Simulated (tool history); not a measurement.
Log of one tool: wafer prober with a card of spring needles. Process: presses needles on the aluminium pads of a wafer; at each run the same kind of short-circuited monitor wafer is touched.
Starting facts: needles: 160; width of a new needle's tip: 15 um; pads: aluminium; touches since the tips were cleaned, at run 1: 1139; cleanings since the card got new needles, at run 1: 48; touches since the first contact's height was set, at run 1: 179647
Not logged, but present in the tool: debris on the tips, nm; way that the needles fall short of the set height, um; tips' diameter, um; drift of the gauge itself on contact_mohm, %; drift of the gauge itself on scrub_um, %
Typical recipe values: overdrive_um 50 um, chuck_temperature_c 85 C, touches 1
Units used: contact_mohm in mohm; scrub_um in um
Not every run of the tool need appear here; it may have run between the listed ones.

run   hour  overdrive_um  chuck_temperature_c  touches  touches since the tips were cleaned  cleanings since the card got new needles  touches since the first contact's height was set  contact_mohm  scrub_um
  1      0            50                   85        1                                 1139                                        48                                            179647           254     11.63
       8.7  -- tips cleaned on abrasive film
        18  -- height of the first contact set anew
      20.8  -- tips cleaned on abrasive film
  2   22.8            50                   85        1                                  562                                        50                                              1340           256     11.62
      32.6  -- tips cleaned on abrasive film
      44.3  -- tips cleaned on abrasive film
  3   44.3            50                  114        1                                    0                                        52                                              7372           264     11.71
      56.2  -- tips cleaned on abrasive film
  4   60.6            50                  114        1                                 1253                                        53                                             11983           262     11.53
      68.7  -- tips cleaned on abrasive film
  5   79.7            67                  114        1                                 3124                                        54                                             17360           258     15.43
      80.9  -- tips cleaned on abrasive film
      93.3  -- tips cleaned on abrasive film
  6   97.5            67                  114        1                                 1167                                        56                                             22328           262     15.44
     105.2  -- tips cleaned on abrasive film
  7  116.2            67                  114        1                                 3090                                        57                                             27596           259     15.25
     117.6  -- tips cleaned on abrasive film
  8    126            67                  114        1                                 2376                                        58                                             30367           260     15.16
     129.2  -- tips cleaned on abrasive film
  9  137.6            67                  114        1                                 2363                                        59                                             33611           258     15.27
     140.9  -- tips cleaned on abrasive film
 10  148.2            67                  114        1                                 2065                                        60                                             36579           258     15.24
     153.2  -- tips cleaned on abrasive film
     164.8  -- tips cleaned on abrasive film
 11  167.5            50                   42        1                                  757                                        62                                             42002           247     11.33
     176.6  -- tips cleaned on abrasive film
 12  181.3            50                   85        1                                 1338                                        63                                             45885           256     11.33
     186.8  -- gauge calibrated
     188.2  -- tips cleaned on abrasive film
 13  193.2            50                   85        1                                 1408                                        64                                             49215           257     11.76
     200.9  -- tips cleaned on abrasive film
 14    211            50                   85        1                                 2861                                        65                                             54249           253     11.64
     213.1  -- tips cleaned on abrasive film
 15  223.7            50                   85        1                                 3026                                        66                                             57826           257     11.71
     225.9  -- tips cleaned on abrasive film
     237.3  -- tips cleaned on abrasive film
 16  243.2            50                   85        1                                 1671                                        68                                             63277           258     11.52
       250  -- tips cleaned on abrasive film
 17  260.3            50                   85        1                                 2920                                        69                                             68103           254     11.49
     261.9  -- tips cleaned on abrasive film
     274.7  -- tips cleaned on abrasive film
 18  279.4            50                   26        1                                 1327                                        71                                             73461           239     11.59
     285.9  -- tips cleaned on abrasive film
 19  292.9            50                  106        1                                 1970                                        72                                             77241           261     11.54
     297.6  -- tips cleaned on abrasive film
 20  303.4            43                   81        2                                 1656                                        73                                             80207           255      9.86
     309.7  -- tips cleaned on abrasive film
     322.5  -- tips cleaned on abrasive film
 21  325.9            40                   83        3                                  958                                        75                                             86515           261      9.17
       334  -- tips cleaned on abrasive film
 22  340.9            36                   35        1                                 1941                                        76                                             90729           251      8.08
     346.2  -- tips cleaned on abrasive film
 23  351.4            50                   40        2                                 1476                                        77                                             93688           240     11.42
     357.9  -- tips cleaned on abrasive film
     369.8  -- tips cleaned on abrasive film
 24  373.7            50                   85        1                                 1102                                        79                                             99946           254     11.47
     381.2  -- tips cleaned on abrasive film
     393.2  -- tips cleaned on abrasive film
 25  396.1            65                   85        1                                  810                                        81                                            106236           253     14.75
     404.7  -- tips cleaned on abrasive film
       412  -- gauge calibrated
 26  412.7            36                   85        1                                 2259                                        82                                            110913           260       8.4
     416.4  -- tips cleaned on abrasive film
     427.9  -- tips cleaned on abrasive film
 27  432.3            36                   28        2                                 1238                                        84                                            116406           242      8.37
     440.9  -- tips cleaned on abrasive film
 28  447.9            36                   28        2                                 1967                                        85                                            120790           241      8.27
     453.5  -- tips cleaned on abrasive film
     464.8  -- tips cleaned on abrasive film
 29    466            66                   83        1                                  341                                        87                                            125883           245     15.34
     476.4  -- tips cleaned on abrasive film
 30  485.8            66                   83        1                                 2676                                        88                                            131465           253     15.25

Across each entry between runs, compare the hidden state at the last listed run before it with the hidden state at the first listed run after it:
In the gap between runs 1 and 2: tips cleaned on abrasive film (hour 8.7); height of the first contact set anew (hour 18); tips cleaned on abrasive film (hour 20.8)
  way that the needles fall short of the set height, um: 0.01 -> 0; drift of the gauge itself on scrub_um, %: 0 -> -0.35
  what was measured, less what the result would be without the hidden state, scrub_um: +0 -> -0.04 um
In the gap between runs 2 and 3: tips cleaned on abrasive film (hour 32.6); tips cleaned on abrasive film (hour 44.3)
  drift of the gauge itself on scrub_um, %: -0.35 -> -0.68
  what was measured, less what the result would be without the hidden state, scrub_um: -0.04 -> -0.08 um
In the gap between runs 3 and 4: tips cleaned on abrasive film (hour 56.2)
  drift of the gauge itself on scrub_um, %: -0.68 -> -0.94
  what was measured, less what the result would be without the hidden state, scrub_um: -0.08 -> -0.11 um
In the gap between runs 4 and 5: tips cleaned on abrasive film (hour 68.7)
  debris on the tips, nm: 0 -> 0.1; drift of the gauge itself on scrub_um, %: -0.94 -> -1.23
  what was measured, less what the result would be without the hidden state, scrub_um: -0.11 -> -0.19 um
In the gap between runs 5 and 6: tips cleaned on abrasive film (hour 80.9); tips cleaned on abrasive film (hour 93.3)
  debris on the tips, nm: 0.1 -> 0; drift of the gauge itself on scrub_um, %: -1.23 -> -1.51
  what was measured, less what the result would be without the hidden state, scrub_um: -0.19 -> -0.23 um
In the gap between runs 6 and 7: tips cleaned on abrasive film (hour 105.2)
  debris on the tips, nm: 0 -> 0.1; drift of the gauge itself on scrub_um, %: -1.51 -> -1.8
  what was measured, less what the result would be without the hidden state, scrub_um: -0.23 -> -0.28 um
In the gap between runs 7 and 8: tips cleaned on abrasive film (hour 117.6)
  drift of the gauge itself on scrub_um, %: -1.8 -> -1.95
  what was measured, less what the result would be without the hidden state, scrub_um: -0.28 -> -0.31 um
In the gap between runs 8 and 9: tips cleaned on abrasive film (hour 129.2)
  drift of the gauge itself on scrub_um, %: -1.95 -> -2.13
  what was measured, less what the result would be without the hidden state, scrub_um: -0.31 -> -0.33 um
In the gap between runs 9 and 10: tips cleaned on abrasive film (hour 140.9)
  drift of the gauge itself on scrub_um, %: -2.13 -> -2.29
  what was measured, less what the result would be without the hidden state, scrub_um: -0.33 -> -0.36 um
In the gap between runs 10 and 11: tips cleaned on abrasive film (hour 153.2); tips cleaned on abrasive film (hour 164.8)
  debris on the tips, nm: 0.1 -> 0; drift of the gauge itself on scrub_um, %: -2.29 -> -2.59
  what was measured, less what the result would be without the hidden state, scrub_um: -0.36 -> -0.31 um
In the gap between runs 11 and 12: tips cleaned on abrasive film (hour 176.6)
  drift of the gauge itself on scrub_um, %: -2.59 -> -2.81
  what was measured, less what the result would be without the hidden state, scrub_um: -0.31 -> -0.33 um
In the gap between runs 12 and 13: gauge calibrated (hour 186.8); tips cleaned on abrasive film (hour 188.2)
  debris on the tips, nm: 0 -> 0.1; drift of the gauge itself on scrub_um, %: -2.81 -> -0.1
  what was measured, less what the result would be without the hidden state, scrub_um: -0.33 -> -0.01 um
In the gap between runs 13 and 14: tips cleaned on abrasive film (hour 200.9)
  drift of the gauge itself on scrub_um, %: -0.1 -> -0.38
  what was measured, less what the result would be without the hidden state, scrub_um: -0.01 -> -0.04 um
In the gap between runs 14 and 15: tips cleaned on abrasive film (hour 213.1)
  drift of the gauge itself on scrub_um, %: -0.38 -> -0.57
  what was measured, less what the result would be without the hidden state, scrub_um: -0.04 -> -0.07 um
In the gap between runs 15 and 16: tips cleaned on abrasive film (hour 225.9); tips cleaned on abrasive film (hour 237.3)
  drift of the gauge itself on scrub_um, %: -0.57 -> -0.87
  what was measured, less what the result would be without the hidden state, scrub_um: -0.07 -> -0.1 um
In the gap between runs 16 and 17: tips cleaned on abrasive film (hour 250)
  drift of the gauge itself on scrub_um, %: -0.87 -> -1.14
  what was measured, less what the result would be without the hidden state, scrub_um: -0.1 -> -0.13 um
In the gap between runs 17 and 18: tips cleaned on abrasive film (hour 261.9); tips cleaned on abrasive film (hour 274.7)
  drift of the gauge itself on scrub_um, %: -1.14 -> -1.44
  what was measured, less what the result would be without the hidden state, scrub_um: -0.13 -> -0.17 um
In the gap between runs 18 and 19: tips cleaned on abrasive film (hour 285.9)
  drift of the gauge itself on scrub_um, %: -1.44 -> -1.64
  what was measured, less what the result would be without the hidden state, scrub_um: -0.17 -> -0.19 um
In the gap between runs 19 and 20: tips cleaned on abrasive film (hour 297.6)
  drift of the gauge itself on scrub_um, %: -1.64 -> -1.81
  what was measured, less what the result would be without the hidden state, scrub_um: -0.19 -> -0.19 um
In the gap between runs 20 and 21: tips cleaned on abrasive film (hour 309.7); tips cleaned on abrasive film (hour 322.5)
  debris on the tips, nm: 0.1 -> 0; drift of the gauge itself on scrub_um, %: -1.81 -> -2.16
  what was measured, less what the result would be without the hidden state, scrub_um: -0.19 -> -0.21 um
In the gap between runs 21 and 22: tips cleaned on abrasive film (hour 334)
  debris on the tips, nm: 0 -> 0.1; way that the needles fall short of the set height, um: 0 -> 0.01; tips' diameter, um: 15 -> 15.01; drift of the gauge itself on scrub_um, %: -2.16 -> -2.39
  what was measured, less what the result would be without the hidden state, scrub_um: -0.21 -> -0.2 um
In the gap between runs 22 and 23: tips cleaned on abrasive film (hour 346.2)
  drift of the gauge itself on scrub_um, %: -2.39 -> -2.55
  what was measured, less what the result would be without the hidden state, scrub_um: -0.2 -> -0.3 um
In the gap between runs 23 and 24: tips cleaned on abrasive film (hour 357.9); tips cleaned on abrasive film (hour 369.8)
  debris on the tips, nm: 0.1 -> 0; drift of the gauge itself on scrub_um, %: -2.55 -> -2.9
  what was measured, less what the result would be without the hidden state, scrub_um: -0.3 -> -0.34 um
In the gap between runs 24 and 25: tips cleaned on abrasive film (hour 381.2); tips cleaned on abrasive film (hour 393.2)
  drift of the gauge itself on scrub_um, %: -2.9 -> -3.24
  what was measured, less what the result would be without the hidden state, scrub_um: -0.34 -> -0.49 um
In the gap between runs 25 and 26: tips cleaned on abrasive film (hour 404.7); gauge calibrated (hour 412)
  debris on the tips, nm: 0 -> 0.1; drift of the gauge itself on scrub_um, %: -3.24 -> -0.01
  what was measured, less what the result would be without the hidden state, scrub_um: -0.49 -> -0.01 um
In the gap between runs 26 and 27: tips cleaned on abrasive film (hour 416.4); tips cleaned on abrasive film (hour 427.9)
  debris on the tips, nm: 0.1 -> 0; drift of the gauge itself on scrub_um, %: -0.01 -> -0.31
  what was measured, less what the result would be without the hidden state, scrub_um: -0.01 -> -0.03 um
In the gap between runs 27 and 28: tips cleaned on abrasive film (hour 440.9)
  debris on the tips, nm: 0 -> 0.1; drift of the gauge itself on scrub_um, %: -0.31 -> -0.56
  what was measured, less what the result would be without the hidden state, scrub_um: -0.03 -> -0.05 um
In the gap between runs 28 and 29: tips cleaned on abrasive film (hour 453.5); tips cleaned on abrasive film (hour 464.8)
  debris on the tips, nm: 0.1 -> 0; drift of the gauge itself on scrub_um, %: -0.56 -> -0.84
  what was measured, less what the result would be without the hidden state, scrub_um: -0.05 -> -0.13 um
In the gap between runs 29 and 30: tips cleaned on abrasive film (hour 476.4)
  debris on the tips, nm: 0 -> 0.1; drift of the gauge itself on scrub_um, %: -0.84 -> -1.14
  what was measured, less what the result would be without the hidden state, scrub_um: -0.13 -> -0.18 um
